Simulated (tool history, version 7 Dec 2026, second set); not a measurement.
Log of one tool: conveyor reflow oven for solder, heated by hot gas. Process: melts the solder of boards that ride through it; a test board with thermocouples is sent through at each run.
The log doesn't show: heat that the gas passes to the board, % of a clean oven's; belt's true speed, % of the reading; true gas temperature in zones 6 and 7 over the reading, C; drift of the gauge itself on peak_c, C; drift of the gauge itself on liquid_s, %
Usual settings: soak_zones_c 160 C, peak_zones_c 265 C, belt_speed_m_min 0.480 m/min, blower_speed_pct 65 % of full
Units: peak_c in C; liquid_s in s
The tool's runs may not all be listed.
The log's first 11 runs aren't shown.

run	hour	soak_zones_c	peak_zones_c	belt_speed_m_min	blower_speed_pct	hours of work since the flux was cleaned out	hours of work since the belt drive was overhauled	hours of work since the thermocouples were changed	peak_c	liquid_s
12	151.2	160	265	0.480	65	269	153	889	247.3	64.6
13	167.9	160	265	0.480	65	281	164	901	246.7	64.4
14	183.2	160	265	0.480	65	292	175	912	246.7	64.8
15	195.9	160	265	0.480	65	301	184	920	246.7	64.4
16	209.1	160	255	0.480	74	310	193	930	239.8	57.0
# hour 227.0: flux residue cleaned out of gas plates and filters
17	230.6	160	255	0.480	74	3	205	941	240.8	58.9
18	245.0	160	255	0.480	74	13	215	951	240.9	59.6
19	261.4	160	265	0.391	79	24	227	963	255.5	95.1
20	269.3	160	265	0.391	79	30	232	968	256.0	95.1
21	280.4	160	265	0.514	64	37	240	976	245.1	57.6
22	293.3	160	273	0.514	72	47	249	985	254.5	67.7
23	306.8	160	264	0.553	72	56	258	995	244.1	51.7
24	316.4	160	265	0.488	69	63	265	1002	247.9	65.4
25	329.8	160	265	0.488	69	72	275	1011	248.2	65.3
26	339.7	154	279	0.488	51	79	282	1018	254.1	66.5
# hour 353.4: thermocouples of zones 6 and 7 changed
27	358.8	160	262	0.393	65	91	294	4	252.4	89.6
28	372.3	160	265	0.480	73	101	303	13	251.6	70.5
29	386.8	149	274	0.480	60	111	313	23	254.5	68.0
30	396.2	160	257	0.480	87	117	320	30	247.0	67.5

Forecast each of these 4 alternatives for the next run:
A	410.9	160	265	0.480	57	128	330	40	?	?
B	410.9	160	257	0.508	87	128	330	40	?	?
C	410.9	160	274	0.499	80	128	330	40	?	?
D	410.9	151	279	0.480	68	128	330	40	?	?

run	peak_c	liquid_s
A	246.8	63.9
B	245.0	61.1
C	260.0	74.5
D	261.5	75.4
Without the tool's hidden state the same runs would have given:
run	peak_c	liquid_s
A	247.6	64.6
B	245.9	62.1
C	260.9	75.0
D	262.4	75.9

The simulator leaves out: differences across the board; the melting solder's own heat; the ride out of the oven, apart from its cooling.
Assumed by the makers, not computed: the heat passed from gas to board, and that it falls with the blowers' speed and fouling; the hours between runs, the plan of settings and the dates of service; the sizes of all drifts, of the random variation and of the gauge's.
